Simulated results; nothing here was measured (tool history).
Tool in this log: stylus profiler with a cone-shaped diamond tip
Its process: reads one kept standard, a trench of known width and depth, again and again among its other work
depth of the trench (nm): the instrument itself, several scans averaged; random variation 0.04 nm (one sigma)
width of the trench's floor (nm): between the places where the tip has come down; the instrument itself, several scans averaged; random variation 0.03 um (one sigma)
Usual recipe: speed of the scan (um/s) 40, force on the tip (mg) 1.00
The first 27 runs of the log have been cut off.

run    hour  speed of the scan (um/s)  force on the tip (mg)  depth of the trench (nm)  width of the trench's floor (nm)
 28  1476.9                        30                   1.82                    202.98                             47070
 29  1540.9                        30                   1.82                    203.00                             47090
 30  1579.6                        40                   2.78                    203.93                             47050
 31  1625.7                        61                   2.11                    203.29                             46890
 32  1697.0                       116                   1.00                    202.16                             46270
 33  1746.2                        13                   1.43                    202.69                             47140
 34  1775.2                        11                   0.41                    201.34                             47070
     1834.0  -- new tip fitted, height scale calibrated
 35  1834.0                        29                   1.23                    202.25                             47800
 36  1886.9                        13                   1.11                    202.17                             47930
 37  1921.9                        65                   0.82                    201.85                             47390
 38  1968.5                        65                   0.82                    201.82                             47410
 39  2035.5                        51                   1.00                    202.11                             47560
 40  2084.1                        51                   1.00                    202.17                             47540
 41  2141.6                        16                   1.27                    202.41                             47880
 42  2200.1                        16                   1.27                    202.46                             47800
 43  2243.7                        70                   0.41                    201.41                             47020
 44  2290.3                        35                   1.30                    202.66                             47600
 45  2359.6                        39                   1.60                    203.00                             47610

Branching from run 45: 3 alternative next runs. What would each branch give?
  A  2394.0                        76                   1.93                         ?                                 ?
  B  2394.0                        15                   0.88                         ?                                 ?
  C  2394.0                        82                   0.55                         ?                                 ?

run  depth of the trench (nm)  width of the trench's floor (nm)
  A                    203.27                             47410
  B                    202.08                             47710
  C                    201.67                             46970
The same runs, with their run-to-run variation unchanged, on a tool lacking any hidden condition would have given:
run  depth of the trench (nm)  width of the trench's floor (nm)
  A                    202.83                             47610
  B                    201.65                             47910
  C                    201.23                             47160
